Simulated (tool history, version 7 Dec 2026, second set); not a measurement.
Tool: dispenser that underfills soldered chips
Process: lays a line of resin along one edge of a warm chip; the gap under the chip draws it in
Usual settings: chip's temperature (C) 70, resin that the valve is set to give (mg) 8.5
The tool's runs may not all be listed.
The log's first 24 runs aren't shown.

run     day  chip's temperature (C)  resin that the valve is set to give (mg)  hours of work since the syringe was changed  hours of work since the valve was cleaned  hours of work since the stage was calibrated  time until the resin shows at the far edge (s)  resin that the valve gave (mg)
     10.121  -- new syringe of resin
 25  10.333                      75                                       8.5                                            3                                         50                                           166                                            61.3                            8.33
      10.75  -- new syringe of resin
 26  10.821                      75                                       8.5                                            1                                         58                                           174                                            56.7                            8.34
     11.221  -- dispensing valve cleaned and set on the balance
 27  11.258                      70                                     10.82                                            8                                          1                                           180                                            79.5                           10.76
     11.446  -- new syringe of resin
 28  11.562                      66                                     10.59                                            2                                          5                                           185                                            76.5                           10.51
 29   11.95                      56                                      7.35                                            8                                         12                                           191                                           134.4                            7.32
     12.112  -- new syringe of resin
 30  12.304                      75                                      9.22                                            3                                         17                                           197                                            60.5                            9.15
 31  12.638                      75                                      9.22                                            9                                         23                                           203                                            72.3                            9.14
     12.738  -- new syringe of resin
 32  12.983                      64                                      8.96                                            4                                         28                                           208                                            90.1                             8.8
     13.362  -- new syringe of resin
 33  13.471                      56                                      7.91                                            2                                         36                                           216                                             107                            7.74
 34  13.779                      56                                     10.81                                            7                                         41                                           221                                           122.1                           10.61
     13.988  -- new syringe of resin
 35  14.196                      58                                      9.97                                            3                                         48                                           227                                           105.7                            9.82

Forecast each of these 3 alternatives for the next run:
     14.638  -- new syringe of resin
  A  14.758                      69                                      7.53                                            2                                         57                                           236                                               ?                               ?
     14.638  -- new syringe of resin
  B  14.758                      70                                     10.72                                            2                                         57                                           236                                               ?                               ?
     14.638  -- new syringe of resin
  C  14.758                      58                                      7.34                                            2                                         57                                           236                                               ?                               ?

run  time until the resin shows at the far edge (s)  resin that the valve gave (mg)
  A                                            71.3                            7.34
  B                                            65.9                           10.43
  C                                           102.2                            7.14
Without the tool's hidden state the same runs would have given:
run  time until the resin shows at the far edge (s)  resin that the valve gave (mg)
  A                                            66.5                            7.52
  B                                            61.7                           10.68
  C                                              95                            7.31
